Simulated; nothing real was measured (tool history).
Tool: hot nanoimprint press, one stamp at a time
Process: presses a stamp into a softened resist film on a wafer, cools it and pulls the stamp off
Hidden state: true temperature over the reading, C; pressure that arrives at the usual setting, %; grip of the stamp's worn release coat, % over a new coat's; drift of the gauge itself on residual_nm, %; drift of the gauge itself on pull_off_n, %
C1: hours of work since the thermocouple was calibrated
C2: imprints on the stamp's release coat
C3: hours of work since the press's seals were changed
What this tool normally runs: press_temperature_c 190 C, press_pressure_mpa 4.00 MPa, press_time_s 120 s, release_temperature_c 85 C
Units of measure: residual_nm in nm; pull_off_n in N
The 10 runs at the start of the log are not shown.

Run 11, hour 227.2: usual settings; C1 382; C2 487; C3 140. Result: residual_nm 87.5 nm, pull_off_n 200 N.
Run 12, hour 247.1: usual settings; C1 394; C2 529; C3 152. Result: residual_nm 86.6 nm, pull_off_n 200 N.
Run 13, hour 277.9: usual settings; C1 412; C2 594; C3 170. Result: residual_nm 85.8 nm, pull_off_n 204 N.
Run 14, hour 305.4: usual settings but release_temperature_c 86 C; C1 429; C2 652; C3 187. Result: residual_nm 87.3 nm, pull_off_n 213 N.
Run 15, hour 331.5: usual settings but release_temperature_c 86 C; C1 444; C2 707; C3 203. Result: residual_nm 87.1 nm, pull_off_n 210 N.
Run 16, hour 349.2: usual settings but press_temperature_c 197 C, press_time_s 116 s; C1 455; C2 744; C3 213. Result: residual_nm 63.2 nm, pull_off_n 212 N.
Run 17, hour 376.8: usual settings but press_temperature_c 197 C, press_time_s 116 s; C1 472; C2 802; C3 230. Result: residual_nm 62.9 nm, pull_off_n 213 N.
Run 18, hour 402.9: usual settings but press_temperature_c 201 C, press_pressure_mpa 4.72 MPa, press_time_s 161 s, release_temperature_c 71 C; C1 487; C2 857; C3 246. Result: residual_nm 39.5 nm, pull_off_n 300 N.
At hour 426.1: stamp cleaned and given a new release coat.
Run 19, hour 429.4: usual settings but press_temperature_c 201 C, press_pressure_mpa 4.72 MPa, press_time_s 161 s, release_temperature_c 71 C; C1 500; C2 7; C3 258. Result: residual_nm 40.7 nm, pull_off_n 238 N.
Run 20, hour 462.2: usual settings but press_temperature_c 201 C, press_time_s 104 s, release_temperature_c 71 C; C1 520; C2 76; C3 278. Result: residual_nm 54.1 nm, pull_off_n 238 N.
At hour 482.7: plate thermocouple calibrated.
Run 21, hour 487.9: usual settings but press_temperature_c 201 C, press_time_s 104 s, release_temperature_c 71 C; C1 3; C2 124; C3 291. Result: residual_nm 57.6 nm, pull_off_n 252 N.
Run 22, hour 507.2: usual settings but press_temperature_c 201 C, press_time_s 104 s, release_temperature_c 71 C; C1 15; C2 164; C3 303. Result: residual_nm 57.6 nm, pull_off_n 247 N.
Run 23, hour 527.6: usual settings but press_temperature_c 181 C, press_time_s 184 s, release_temperature_c 70 C; C1 27; C2 207; C3 315. Result: residual_nm 122.1 nm, pull_off_n 256 N.
Run 24, hour 544.4: usual settings but press_temperature_c 197 C, press_time_s 90 s, release_temperature_c 71 C; C1 37; C2 242; C3 325. Result: residual_nm 74.0 nm, pull_off_n 259 N.
Run 25, hour 567.7: usual settings but press_temperature_c 192 C, press_pressure_mpa 4.46 MPa, press_time_s 210 s, release_temperature_c 73 C; C1 51; C2 291; C3 339. Result: residual_nm 60.8 nm, pull_off_n 252 N.
Run 26, hour 587.9: usual settings but press_temperature_c 192 C, press_pressure_mpa 4.46 MPa, press_time_s 210 s, release_temperature_c 73 C; C1 63; C2 334; C3 352. Result: residual_nm 61.1 nm, pull_off_n 253 N.

Run 27, settings as shown, results not yet in. Your forecast:
Run 27, hour 621.8: usual settings but press_time_s 194 s, release_temperature_c 91 C; C1 84; C2 405; C3 372. Result: residual_nm ?, pull_off_n ?.

Run 27 produced residual_nm 74.3 nm, pull_off_n 173 N.
On a tool with no hidden condition, and with the same random variation, this run would have come out at residual_nm 76.4 nm, pull_off_n 159 N.
